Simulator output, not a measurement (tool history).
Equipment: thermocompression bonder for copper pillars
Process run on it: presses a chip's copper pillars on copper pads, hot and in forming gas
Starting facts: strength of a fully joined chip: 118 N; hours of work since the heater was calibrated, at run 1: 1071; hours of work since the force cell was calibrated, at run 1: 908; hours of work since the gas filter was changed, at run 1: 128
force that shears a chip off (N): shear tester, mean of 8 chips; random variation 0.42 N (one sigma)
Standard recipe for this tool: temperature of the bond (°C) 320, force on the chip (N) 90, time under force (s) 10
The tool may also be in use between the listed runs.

| run | hour | temperature of the bond (°C) | force on the chip (N) | time under force (s) | hours of work since the heater was calibrated | hours of work since the force cell was calibrated | hours of work since the gas filter was changed | force that shears a chip off (N) |
|---|---|---|---|---|---|---|---|---|
| 1 | 0.0 | 320 | 90 | 10 | 1071 | 908 | 128 | 84.7 |
| 2 | 66.3 | 320 | 90 | 10 | 1103 | 940 | 159 | 85.3 |
| 3 | 123.1 | 297 | 90 | 10 | 1129 | 966 | 186 | 70.3 |
| 4 | 150.6 | 297 | 90 | 10 | 1142 | 979 | 199 | 69.3 |
| 5 | 214.2 | 320 | 55 | 10 | 1172 | 1010 | 229 | 65.3 |
| 6 | 242.5 | 334 | 90 | 10 | 1186 | 1023 | 243 | 94.3 |
| 7 | 288.0 | 334 | 90 | 10 | 1207 | 1044 | 264 | 94.9 |
| 8 | 331.3 | 320 | 90 | 10 | 1228 | 1065 | 285 | 86.3 |
| 9 | 382.2 | 320 | 90 | 10 | 1252 | 1089 | 309 | 85.7 |
|  | 433.4 | forming gas filter changed |
| 10 | 440.9 | 320 | 90 | 10 | 1279 | 1116 | 4 | 86.2 |
| 11 | 469.9 | 303 | 90 | 10 | 1293 | 1130 | 17 | 74.2 |
| 12 | 519.2 | 320 | 90 | 10 | 1316 | 1153 | 40 | 85.7 |
| 13 | 567.0 | 320 | 90 | 20 | 1339 | 1176 | 63 | 99.6 |
| 14 | 630.2 | 320 | 90 | 14 | 1369 | 1206 | 93 | 92.5 |
| 15 | 665.0 | 320 | 67 | 10 | 1385 | 1222 | 109 | 74.2 |
| 16 | 717.0 | 293 | 90 | 10 | 1410 | 1247 | 134 | 67.1 |
| 17 | 747.7 | 293 | 90 | 10 | 1424 | 1261 | 148 | 67.1 |
| 18 | 785.9 | 339 | 90 | 10 | 1442 | 1279 | 166 | 98.4 |
| 19 | 847.2 | 339 | 90 | 10 | 1471 | 1308 | 195 | 98.4 |
|  | 883.0 | heater calibrated with a thermocouple chip |
| 20 | 895.0 | 320 | 57 | 10 | 6 | 1330 | 217 | 67.8 |
| 21 | 927.3 | 317 | 87 | 5 | 21 | 1345 | 232 | 67.9 |
| 22 | 958.2 | 317 | 87 | 5 | 36 | 1360 | 247 | 67.9 |
| 23 | 1020.2 | 310 | 87 | 7 | 65 | 1389 | 276 | 70.6 |
| 24 | 1050.0 | 310 | 121 | 22 | 79 | 1403 | 290 | 105.7 |
| 25 | 1104.8 | 321 | 59 | 21 | 105 | 1429 | 316 | 85.9 |
|  | 1140.1 | forming gas filter changed |
| 26 | 1153.3 | 321 | 59 | 21 | 127 | 1452 | 6 | 86.1 |
| 27 | 1185.5 | 328 | 72 | 12 | 143 | 1467 | 21 | 87.1 |
| 28 | 1252.4 | 320 | 104 | 10 | 174 | 1498 | 53 | 92.9 |
| 29 | 1317.3 | 320 | 104 | 10 | 205 | 1529 | 84 | 92.7 |
| 30 | 1360.6 | 339 | 60 | 6 | 225 | 1549 | 104 | 71.5 |
| 31 | 1421.5 | 339 | 60 | 6 | 254 | 1578 | 133 | 71.3 |
| 32 | 1479.0 | 320 | 105 | 10 | 281 | 1605 | 160 | 93.0 |
| 33 | 1522.7 | 319 | 131 | 11 | 302 | 1626 | 181 | 102.3 |
| 34 | 1567.7 | 348 | 131 | 11 | 323 | 1647 | 202 | 112.9 |
|  | 1618.4 | force cell calibrated |
| 35 | 1628.9 | 318 | 131 | 11 | 351 | 5 | 230 | 101.9 |
| 36 | 1669.5 | 318 | 94 | 6 | 370 | 24 | 249 | 76.8 |
| 37 | 1703.2 | 331 | 81 | 18 | 386 | 40 | 265 | 101.1 |
| 38 | 1738.2 | 331 | 81 | 18 | 403 | 57 | 282 | 102.0 |

Selected run-to-run steps in force that shears a chip off (N), each split into two signed amounts: the part the tool would show with no hidden state at all (from settings, incoming material and random variation), and the remainder, which goes to the hidden state together with any gauge scatter not common to the measured and the hidden-state-free results:
Unlogged tool condition in this case: true temperature of the bond over the reading, C; force that reaches the chip, % of what is set; oxide that the forming gas leaves, % of the face; drift of the gauge itself on shear_n, %.
Run 17 -> 18: temperature of the bond (°C) 293 -> 339. force that shears a chip off (N) +31.3: hidden state +0.2, all else +31.1.
Run 19 -> 20: temperature of the bond (°C) 339 -> 320, force on the chip (N) 90 -> 57, heater calibrated with a thermocouple chip. force that shears a chip off (N) -30.6: hidden state -0.4, all else -30.2.
Run 23 -> 24: force on the chip (N) 87 -> 121, time under force (s) 7 -> 22. force that shears a chip off (N) +35.1: hidden state +0.4, all else +34.7.
Run 31 -> 32: temperature of the bond (°C) 339 -> 320, force on the chip (N) 60 -> 105, time under force (s) 6 -> 10. force that shears a chip off (N) +21.7: hidden state +0.6, all else +21.1.
Run 36 -> 37: temperature of the bond (°C) 318 -> 331, force on the chip (N) 94 -> 81, time under force (s) 6 -> 18. force that shears a chip off (N) +24.3: hidden state +0.5, all else +23.8.

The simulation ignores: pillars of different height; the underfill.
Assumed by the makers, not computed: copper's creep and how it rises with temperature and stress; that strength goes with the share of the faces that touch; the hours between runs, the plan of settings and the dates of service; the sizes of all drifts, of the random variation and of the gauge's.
